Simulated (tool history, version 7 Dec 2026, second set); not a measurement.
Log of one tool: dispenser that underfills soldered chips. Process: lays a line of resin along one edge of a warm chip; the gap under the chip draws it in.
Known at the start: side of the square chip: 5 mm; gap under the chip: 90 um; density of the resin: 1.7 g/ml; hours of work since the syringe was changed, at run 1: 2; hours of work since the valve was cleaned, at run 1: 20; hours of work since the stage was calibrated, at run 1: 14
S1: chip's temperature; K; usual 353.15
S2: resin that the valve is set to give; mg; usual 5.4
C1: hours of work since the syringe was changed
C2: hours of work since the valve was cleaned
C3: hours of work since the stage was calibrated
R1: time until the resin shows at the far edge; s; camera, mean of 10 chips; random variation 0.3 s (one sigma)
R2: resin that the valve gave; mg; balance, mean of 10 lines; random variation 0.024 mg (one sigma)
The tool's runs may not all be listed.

{"run": 1, "hour": 0.0, "S1": 353.15, "S2": 5.4, "C1": 2, "C2": 20, "C3": 14, "R1": 4.6, "R2": 5.3}
{"run": 2, "hour": 6.4, "S1": 353.15, "S2": 6.22, "C1": 7, "C2": 25, "C3": 19, "R1": 5.7, "R2": 6.09}
{"hour": 14.2, "done": "new syringe of resin"}
{"run": 3, "hour": 14.6, "S1": 363.15, "S2": 5.4, "C1": 0, "C2": 30, "C3": 24, "R1": 2.7, "R2": 5.28}
{"run": 4, "hour": 24.5, "S1": 363.15, "S2": 5.4, "C1": 7, "C2": 37, "C3": 31, "R1": 4.2, "R2": 5.23}
{"hour": 31.4, "done": "new syringe of resin"}
{"hour": 33.2, "done": "dispensing valve cleaned and set on the balance"}
{"run": 5, "hour": 33.5, "S1": 356.15, "S2": 5.4, "C1": 1, "C2": 0, "C3": 37, "R1": 3.6, "R2": 5.35}
{"run": 6, "hour": 41.9, "S1": 356.15, "S2": 5.4, "C1": 7, "C2": 6, "C3": 42, "R1": 5.3, "R2": 5.37}
{"hour": 49.6, "done": "new syringe of resin"}
{"run": 7, "hour": 53.1, "S1": 353.15, "S2": 5.5, "C1": 2, "C2": 14, "C3": 50, "R1": 4.9, "R2": 5.36}
{"run": 8, "hour": 63.1, "S1": 353.15, "S2": 5.5, "C1": 9, "C2": 21, "C3": 57, "R1": 7, "R2": 5.4}
{"hour": 66.9, "done": "new syringe of resin"}
{"run": 9, "hour": 72.0, "S1": 353.15, "S2": 5.5, "C1": 4, "C2": 27, "C3": 63, "R1": 4.9, "R2": 5.37}
{"hour": 84.0, "done": "new syringe of resin"}
{"run": 10, "hour": 84.7, "S1": 359.15, "S2": 5.4, "C1": 0, "C2": 35, "C3": 72, "R1": 3.3, "R2": 5.22}
{"run": 11, "hour": 91.0, "S1": 353.15, "S2": 5.4, "C1": 5, "C2": 40, "C3": 76, "R1": 5.3, "R2": 5.18}
{"hour": 96.1, "done": "dispensing valve cleaned and set on the balance"}
{"hour": 102.3, "done": "new syringe of resin"}
{"run": 12, "hour": 102.3, "S1": 353.15, "S2": 5.4, "C1": 0, "C2": 4, "C3": 83, "R1": 4.2, "R2": 5.35}
{"run": 13, "hour": 111.9, "S1": 353.15, "S2": 5.28, "C1": 7, "C2": 11, "C3": 90, "R1": 6.6, "R2": 5.21}
{"hour": 119.9, "done": "new syringe of resin"}
{"run": 14, "hour": 122.2, "S1": 353.15, "S2": 5.4, "C1": 2, "C2": 18, "C3": 97, "R1": 4.5, "R2": 5.29}
{"run": 15, "hour": 134.5, "S1": 353.15, "S2": 5.4, "C1": 10, "C2": 26, "C3": 105, "R1": 7.7, "R2": 5.23}
{"hour": 137.6, "done": "new syringe of resin"}
{"run": 16, "hour": 140.3, "S1": 353.15, "S2": 4.77, "C1": 2, "C2": 30, "C3": 109, "R1": 5, "R2": 4.58}
{"run": 17, "hour": 148.9, "S1": 353.15, "S2": 4.77, "C1": 8, "C2": 36, "C3": 115, "R1": 6.3, "R2": 4.64}
{"hour": 155.0, "done": "new syringe of resin"}
{"hour": 159.7, "done": "dispensing valve cleaned and set on the balance"}
{"run": 18, "hour": 162.7, "S1": 355.15, "S2": 5.4, "C1": 5, "C2": 2, "C3": 124, "R1": 4.5, "R2": 5.43}
{"run": 19, "hour": 172.5, "S1": 353.15, "S2": 6.2, "C1": 12, "C2": 9, "C3": 131, "R1": 7.4, "R2": 6.15}
{"hour": 173.6, "done": "new syringe of resin"}
{"run": 20, "hour": 179.0, "S1": 352.15, "S2": 5.01, "C1": 4, "C2": 13, "C3": 135, "R1": 5.6, "R2": 4.96}
{"run": 21, "hour": 186.8, "S1": 357.15, "S2": 6.15, "C1": 9, "C2": 19, "C3": 140, "R1": 5.8, "R2": 6.07}
{"hour": 190.5, "done": "new syringe of resin"}
{"run": 22, "hour": 197.3, "S1": 355.15, "S2": 5.64, "C1": 5, "C2": 26, "C3": 147, "R1": 4.9, "R2": 5.53}
{"hour": 207.6, "done": "new syringe of resin"}
{"run": 23, "hour": 208.9, "S1": 353.15, "S2": 6.14, "C1": 1, "C2": 34, "C3": 155, "R1": 4.4, "R2": 5.98}
{"run": 24, "hour": 218.1, "S1": 364.15, "S2": 6.68, "C1": 7, "C2": 40, "C3": 162, "R1": 3.9, "R2": 6.48}
{"hour": 222.0, "done": "dispensing valve cleaned and set on the balance"}
{"hour": 226.5, "done": "new syringe of resin"}
{"run": 25, "hour": 230.5, "S1": 343.15, "S2": 4.65, "C1": 3, "C2": 6, "C3": 170, "R1": 7.9, "R2": 4.64}
{"run": 26, "hour": 241.4, "S1": 348.15, "S2": 6.89, "C1": 10, "C2": 13, "C3": 177, "R1": 9.2, "R2": 6.83}
{"hour": 243.8, "done": "new syringe of resin"}
{"run": 27, "hour": 251.6, "S1": 341.15, "S2": 6.89, "C1": 5, "C2": 20, "C3": 184, "R1": 9.3, "R2": 6.77}
{"run": 28, "hour": 259.9, "S1": 365.15, "S2": 6.89, "C1": 11, "C2": 26, "C3": 190, "R1": 4.7, "R2": 6.71}
{"hour": 261.1, "done": "new syringe of resin"}
{"run": 29, "hour": 270.3, "S1": 365.15, "S2": 6.89, "C1": 6, "C2": 33, "C3": 197, "R1": 3.8, "R2": 6.71}
{"run": 30, "hour": 276.4, "S1": 342.15, "S2": 5.4, "C1": 11, "C2": 37, "C3": 201, "R1": 12.3, "R2": 5.16}
{"hour": 278.4, "done": "new syringe of resin"}
{"run": 31, "hour": 283.0, "S1": 368.15, "S2": 6.27, "C1": 3, "C2": 42, "C3": 206, "R1": 2.8, "R2": 6.01}
{"hour": 284.7, "done": "dispensing valve cleaned and set on the balance"}
{"run": 32, "hour": 291.8, "S1": 368.15, "S2": 6.63, "C1": 9, "C2": 5, "C3": 211, "R1": 3.6, "R2": 6.63}
{"hour": 297.1, "done": "new syringe of resin"}
{"run": 33, "hour": 303.0, "S1": 368.15, "S2": 6.63, "C1": 4, "C2": 13, "C3": 219, "R1": 3.5, "R2": 6.56}
{"run": 34, "hour": 310.7, "S1": 368.15, "S2": 6.63, "C1": 10, "C2": 18, "C3": 224, "R1": 4.3, "R2": 6.54}
{"hour": 314.2, "done": "new syringe of resin"}
{"run": 35, "hour": 318.1, "S1": 341.15, "S2": 5.11, "C1": 3, "C2": 23, "C3": 229, "R1": 7.8, "R2": 5.03}

4 ways to go on from here, each from the tool as it stands after run 35. What would each give?
{"run": "A", "hour": 324.2, "S1": 341.15, "S2": 5.84, "C1": 7, "C2": 27, "C3": 233, "R1": "?", "R2": "?"}
{"run": "B", "hour": 324.2, "S1": 363.15, "S2": 6.33, "C1": 7, "C2": 27, "C3": 233, "R1": "?", "R2": "?"}
{"run": "C", "hour": 324.2, "S1": 341.15, "S2": 6.11, "C1": 7, "C2": 27, "C3": 233, "R1": "?", "R2": "?"}
{"run": "D", "hour": 324.2, "S1": 349.15, "S2": 5.11, "C1": 7, "C2": 27, "C3": 233, "R1": "?", "R2": "?"}

run=A R1=10 R2=5.75
run=B R1=4.7 R2=6.21
run=C R1=9.4 R2=6
run=D R1=7.3 R2=5.02
Without the tool's hidden state the same runs would have given:
run=A R1=6.4 R2=5.86
run=B R1=3.3 R2=6.33
run=C R1=5.9 R2=6.11
run=D R1=4.7 R2=5.12

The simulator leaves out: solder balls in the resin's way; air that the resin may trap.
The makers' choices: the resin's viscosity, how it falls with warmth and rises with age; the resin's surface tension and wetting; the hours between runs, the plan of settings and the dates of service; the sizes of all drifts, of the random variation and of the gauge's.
